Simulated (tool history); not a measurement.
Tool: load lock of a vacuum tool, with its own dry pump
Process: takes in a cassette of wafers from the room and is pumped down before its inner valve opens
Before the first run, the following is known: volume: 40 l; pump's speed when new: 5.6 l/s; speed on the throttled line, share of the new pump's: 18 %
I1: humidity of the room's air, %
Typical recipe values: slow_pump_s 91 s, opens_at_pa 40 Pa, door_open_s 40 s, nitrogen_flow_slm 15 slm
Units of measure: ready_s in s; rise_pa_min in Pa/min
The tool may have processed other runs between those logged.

Run 1, day 0: usual settings; I1 45.1. Result: ready_s 130.8 s, rise_pa_min 0.019 Pa/min.
Run 2, day 3.738: usual settings; I1 42.9. Result: ready_s 129.5 s, rise_pa_min 0.015 Pa/min.
Run 3, day 6.238: usual settings; I1 46.7. Result: ready_s 130.5 s, rise_pa_min 0.019 Pa/min.
Run 4, day 11.688: usual settings; I1 44.8. Result: ready_s 131 s, rise_pa_min 0.019 Pa/min.
Run 5, day 16.108: usual settings; I1 47.6. Result: ready_s 127 s, rise_pa_min 0.019 Pa/min.
Run 6, day 20.758: usual settings; I1 44.3. Result: ready_s 129.7 s, rise_pa_min 0.021 Pa/min.
Run 7, day 25.817: usual settings; I1 44. Result: ready_s 130.9 s, rise_pa_min 0.014 Pa/min.
Run 8, day 31.796: usual settings but slow_pump_s 74 s; I1 43.1. Result: ready_s 116.6 s, rise_pa_min 0.018 Pa/min.
Run 9, day 35.229: usual settings but slow_pump_s 94 s, opens_at_pa 70 Pa, door_open_s 235 s, nitrogen_flow_slm 19 slm; I1 42.4. Result: ready_s 128.6 s, rise_pa_min 0.048 Pa/min.
Run 10, day 38.008: usual settings but slow_pump_s 94 s, opens_at_pa 38 Pa, door_open_s 235 s, nitrogen_flow_slm 7 slm; I1 42.6. Result: ready_s 133.1 s, rise_pa_min 0.067 Pa/min.
Run 11, day 41.021: usual settings but slow_pump_s 144 s; I1 44. Result: ready_s 174 s, rise_pa_min 0.02 Pa/min.
Run 12, day 46.358: usual settings but slow_pump_s 144 s, opens_at_pa 34 Pa, door_open_s 228 s; I1 44.8. Result: ready_s 174.5 s, rise_pa_min 0.053 Pa/min.
Run 13, day 51.65: usual settings but slow_pump_s 68 s, door_open_s 42 s, nitrogen_flow_slm 40 slm; I1 48.5. Result: ready_s 111 s, rise_pa_min 0.011 Pa/min.
Run 14, day 54.725: usual settings but slow_pump_s 70 s, opens_at_pa 33 Pa, door_open_s 36 s; I1 44.6. Result: ready_s 114.4 s, rise_pa_min 0.021 Pa/min.
Run 15, day 59.854: usual settings but slow_pump_s 61 s, opens_at_pa 34 Pa, door_open_s 76 s, nitrogen_flow_slm 5 slm; I1 43.8. Result: ready_s 107.1 s, rise_pa_min 0.029 Pa/min.

Consider 3 possible next runs. They are alternatives, not a sequence: every one starts from the tool as it was left by run 15. What does each give?
Run A, day 63.15: usual settings but slow_pump_s 102 s, opens_at_pa 34 Pa, door_open_s 76 s, nitrogen_flow_slm 5 slm; I1 42.8. Result: ready_s ?, rise_pa_min ?.
Run B, day 63.15: usual settings but slow_pump_s 53 s, opens_at_pa 39 Pa, nitrogen_flow_slm 10 slm; I1 45.8. Result: ready_s ?, rise_pa_min ?.
Run C, day 63.15: usual settings but door_open_s 206 s, nitrogen_flow_slm 13 slm; I1 44.4. Result: ready_s ?, rise_pa_min ?.

run  ready_s  rise_pa_min
  A    139.9        0.034
  B     98.7        0.019
  C    131.7        0.052
Take away the tool's hidden state, keep each run's random variation, and the runs would have read:
run  ready_s  rise_pa_min
  A    139.8        0.034
  B     98.6        0.019
  C    131.7        0.052
